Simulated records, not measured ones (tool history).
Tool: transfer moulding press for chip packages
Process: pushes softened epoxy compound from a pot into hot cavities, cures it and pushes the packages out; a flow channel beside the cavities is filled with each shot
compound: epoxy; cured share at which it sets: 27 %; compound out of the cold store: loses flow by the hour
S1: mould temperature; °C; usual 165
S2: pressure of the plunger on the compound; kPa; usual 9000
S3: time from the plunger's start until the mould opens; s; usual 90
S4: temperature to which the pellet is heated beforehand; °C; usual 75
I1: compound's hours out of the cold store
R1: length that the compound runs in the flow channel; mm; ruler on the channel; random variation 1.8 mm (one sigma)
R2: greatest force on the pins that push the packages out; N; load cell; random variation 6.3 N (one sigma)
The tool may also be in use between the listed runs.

run 1 hour=0.0 | S1=165 S2=9000 S3=90 S4=75 | I1=22.3 | R1=989 R2=466
-- hour=3.1 cavities cleaned with cleaning compound and waxed
run 2 hour=23.6 | S1=165 S2=9000 S3=90 S4=75 | I1=27.0 | R1=968 R2=362
run 3 hour=41.5 | S1=165 S2=9000 S3=90 S4=75 | I1=31.6 | R1=946 R2=402
run 4 hour=70.1 | S1=165 S2=9950 S3=90 S4=75 | I1=25.7 | R1=1020 R2=462
-- hour=79.0 cavities cleaned with cleaning compound and waxed
run 5 hour=99.4 | S1=165 S2=9000 S3=89 S4=75 | I1=26.8 | R1=961 R2=360
run 6 hour=120.7 | S1=165 S2=9000 S3=90 S4=75 | I1=30.5 | R1=948 R2=433
run 7 hour=142.7 | S1=165 S2=9000 S3=90 S4=66 | I1=29.7 | R1=950 R2=470
-- hour=155.0 cavities cleaned with cleaning compound and waxed
run 8 hour=166.6 | S1=165 S2=9000 S3=90 S4=66 | I1=43.5 | R1=898 R2=308
run 9 hour=191.2 | S1=165 S2=9000 S3=90 S4=66 | I1=18.8 | R1=983 R2=428
run 10 hour=203.9 | S1=165 S2=9000 S3=90 S4=66 | I1=14.3 | R1=1000 R2=437
-- hour=228.6 cavities cleaned with cleaning compound and waxed
run 11 hour=230.9 | S1=165 S2=9000 S3=90 S4=66 | I1=16.1 | R1=992 R2=257
-- hour=235.4 mould's thermocouples calibrated
run 12 hour=253.6 | S1=165 S2=9000 S3=90 S4=77 | I1=46.8 | R1=876 R2=333
run 13 hour=275.6 | S1=165 S2=9000 S3=90 S4=77 | I1=35.9 | R1=911 R2=402
run 14 hour=293.5 | S1=165 S2=9000 S3=90 S4=77 | I1=11.1 | R1=995 R2=438
-- hour=306.0 cavities cleaned with cleaning compound and waxed
run 15 hour=308.2 | S1=165 S2=9000 S3=90 S4=77 | I1=34.3 | R1=914 R2=218
-- hour=339.0 plunger's sealing rings changed
run 16 hour=339.0 | S1=171 S2=7240 S3=96 S4=75 | I1=41.9 | R1=795 R2=322
run 17 hour=358.1 | S1=162 S2=6970 S3=84 S4=84 | I1=43.8 | R1=807 R2=552
-- hour=368.1 mould's thermocouples calibrated, once more
run 18 hour=382.4 | S1=165 S2=10210 S3=75 S4=75 | I1=33.1 | R1=1012 R2=708
-- hour=385.2 cavities cleaned with cleaning compound and waxed
run 19 hour=404.6 | S1=161 S2=7200 S3=89 S4=67 | I1=39.3 | R1=851 R2=518
run 20 hour=420.2 | S1=164 S2=10720 S3=84 S4=76 | I1=14.9 | R1=1115 R2=549
run 21 hour=433.2 | S1=164 S2=10720 S3=84 S4=82 | I1=17.1 | R1=1100 R2=595
run 22 hour=446.1 | S1=165 S2=9000 S3=90 S4=73 | I1=23.3 | R1=980 R2=505
-- hour=458.9 cavities cleaned with cleaning compound and waxed
run 23 hour=464.0 | S1=163 S2=9750 S3=90 S4=70 | I1=19.5 | R1=1048 R2=346
run 24 hour=492.0 | S1=163 S2=9750 S3=90 S4=70 | I1=9.2 | R1=1086 R2=523
run 25 hour=517.1 | S1=158 S2=9750 S3=90 S4=79 | I1=32.5 | R1=1018 R2=799
-- hour=533.1 cavities cleaned with cleaning compound and waxed
run 26 hour=546.6 | S1=158 S2=9750 S3=90 S4=79 | I1=19.2 | R1=1073 R2=591
run 27 hour=567.8 | S1=159 S2=9000 S3=112 S4=75 | I1=19.6 | R1=1019 R2=454
run 28 hour=580.8 | S1=159 S2=9000 S3=112 S4=75 | I1=8.9 | R1=1059 R2=503

4 ways to go on from here, each from the tool as it stands after run 28. What would each give?
run A hour=597.6 | S1=171 S2=8600 S3=103 S4=75 | I1=29.7 | R1=? R2=?
run B hour=597.6 | S1=170 S2=9870 S3=90 S4=75 | I1=46.4 | R1=? R2=?
run C hour=597.6 | S1=165 S2=9350 S3=90 S4=73 | I1=18.5 | R1=? R2=?
run D hour=597.6 | S1=165 S2=8040 S3=90 S4=85 | I1=42.6 | R1=? R2=?

run=A R1=892 R2=356
run=B R1=900 R2=379
run=C R1=1003 R2=514
run=D R1=848 R2=475
Without the tool's hidden state the same runs would have given:
run=A R1=916 R2=172
run=B R1=924 R2=186
run=C R1=1030 R2=255
run=D R1=871 R2=234
